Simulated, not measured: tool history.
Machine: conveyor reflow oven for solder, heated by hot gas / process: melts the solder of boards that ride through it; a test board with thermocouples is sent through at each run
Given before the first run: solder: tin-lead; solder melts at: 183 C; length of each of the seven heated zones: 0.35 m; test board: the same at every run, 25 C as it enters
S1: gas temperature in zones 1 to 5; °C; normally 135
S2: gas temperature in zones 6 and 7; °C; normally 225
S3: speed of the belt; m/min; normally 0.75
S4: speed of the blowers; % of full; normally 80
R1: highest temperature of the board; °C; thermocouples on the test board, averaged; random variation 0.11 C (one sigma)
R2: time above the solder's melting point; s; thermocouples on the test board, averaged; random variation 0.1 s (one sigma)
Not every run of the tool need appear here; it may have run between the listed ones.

run     day   S1   S2     S3  S4     R1     R2
  1       0  135  225   0.75  80  208.9  35.68
  2     0.3  135  225   0.75  80    209  35.88
      0.546  -- flux residue cleaned out of gas plates and filters
  3   0.996  135  225   0.75  80  208.7  35.98
  4   1.404  135  225   0.75  80  209.2  35.75
  5   1.738  135  225   0.75  80    209  35.77
  6    2.15  135  225   0.75  80  209.1  35.75
  7   2.579  135  225   0.75  80    209  35.87
  8   2.996  135  225   0.75  80  209.1  35.97
  9    3.35  135  225   0.75  80  208.9  35.93
 10   3.854  135  225   0.75  80  209.1  36.04
 11   4.121  135  216   0.75  80  201.3   29.8
 12     4.4  135  225   0.75  80  208.9  35.88
 13   4.771  135  225   0.75  80  208.8  35.82
 14   5.296  135  225   0.75  80    209  35.86
 15   5.583  135  225   0.75  80  208.8  36.06
 16   5.996  141  230   0.75  65    210  37.23
 17    6.55  141  230   0.75  65  209.9   37.4
 18   6.929  150  224  0.816  72  206.4  34.52
 19   7.346  135  225  0.815  80  206.3  30.66
 20   7.708  147  225  0.873  80  206.6  31.42
 21   8.208  147  225  0.873  80  206.9  31.32
 22   8.458  135  225  0.631  61    209  42.58
      9.033  -- flux residue cleaned out of gas plates and filters
 23   9.112  135  225  0.631  61  208.6  42.63
 24   9.592  135  225  0.631  61  208.8  42.69
 25   9.962  141  218  0.838  76  200.1  25.72
 26  10.196  135  225   0.75  73  207.2  34.05
 27  10.642  135  235  0.854  78  212.3  32.42
 28  11.021  135  235  0.854  78  212.2  32.64
 29  11.467  135  234  0.749  69  213.4  38.11
 30  11.871  135  234  0.749  67  212.8  37.66

Below are 5 alternative next runs, each starting from the tool's condition after run 30. Predict each:
  A  12.2  121  223   0.75  80   ?   ?
  B  12.2  142  239  0.749  71   ?   ?
  C  12.2  138  232  0.867  80   ?   ?
  D  12.2  132  225   0.75  80   ?   ?
  E  12.2  141  237   0.75  80   ?   ?

run     R1     R2
  A  204.5  29.59
  B  219.5  43.95
  C  210.6  31.72
  D  208.3  34.77
  E  220.3  44.34
With no hidden state in the tool, these same runs would have given:
run     R1     R2
  A  204.5  29.59
  B  219.5  43.94
  C  210.6  31.72
  D  208.3  34.77
  E  220.3  44.34

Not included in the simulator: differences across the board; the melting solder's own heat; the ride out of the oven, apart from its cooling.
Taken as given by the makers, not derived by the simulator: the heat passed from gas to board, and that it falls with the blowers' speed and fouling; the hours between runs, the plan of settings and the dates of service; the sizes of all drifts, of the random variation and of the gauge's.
